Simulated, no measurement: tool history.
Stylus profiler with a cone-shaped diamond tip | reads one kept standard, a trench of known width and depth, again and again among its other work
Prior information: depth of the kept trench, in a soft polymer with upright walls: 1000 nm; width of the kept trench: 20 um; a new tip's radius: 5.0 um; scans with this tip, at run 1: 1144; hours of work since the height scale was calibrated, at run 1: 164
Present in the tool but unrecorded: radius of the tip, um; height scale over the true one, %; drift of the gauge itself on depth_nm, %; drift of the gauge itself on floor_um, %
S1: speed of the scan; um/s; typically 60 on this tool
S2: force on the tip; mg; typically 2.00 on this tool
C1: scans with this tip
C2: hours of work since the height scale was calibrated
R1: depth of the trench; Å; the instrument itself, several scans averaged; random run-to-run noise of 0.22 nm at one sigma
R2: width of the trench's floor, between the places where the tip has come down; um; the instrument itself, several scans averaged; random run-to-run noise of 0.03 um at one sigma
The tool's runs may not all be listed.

run,hour,S1,S2,C1,C2,R1,R2
1,0.0,60,2.00,1144,164,10055.5,13.59
2,12.6,60,2.00,1191,171,10057.8,13.59
3,30.8,60,2.20,1259,181,10061.6,13.59
4,53.1,59,2.20,1341,193,10057.3,13.57
5,75.4,59,2.20,1424,204,10056.9,13.66
6,92.0,59,2.20,1486,213,10058.4,13.58
7,105.2,142,2.00,1535,220,10050.1,13.07
8,128.6,60,2.00,1622,233,10055.6,13.64
9,151.1,60,2.00,1706,245,10057.1,13.56
10,161.2,60,2.00,1743,250,10057.3,13.57
11,177.0,60,2.00,1802,259,10050.4,13.59
12,198.9,60,0.88,1883,270,10031.9,13.35
13,217.9,60,0.88,1954,280,10034.3,13.40
14,239.7,60,0.88,2035,292,10031.5,13.45
15,261.2,60,2.00,2115,304,10052.4,13.59
16,277.4,108,2.04,2175,312,10058.4,13.27
17,289.3,54,2.86,2219,319,10067.6,13.60
18,304.3,54,2.86,2275,327,10073.0,13.70
19,315.2,55,1.35,2315,332,10042.5,13.57

Estimate the outcome of run 20 from the log above:
20,336.8,27,4.06,2396,344,?,?

Run 20 yielded R1 10092.4 Å, R2 13.85 um.
The same run, on a tool lacking any hidden state, would have yielded R1 10092.5 Å, R2 13.85 um.

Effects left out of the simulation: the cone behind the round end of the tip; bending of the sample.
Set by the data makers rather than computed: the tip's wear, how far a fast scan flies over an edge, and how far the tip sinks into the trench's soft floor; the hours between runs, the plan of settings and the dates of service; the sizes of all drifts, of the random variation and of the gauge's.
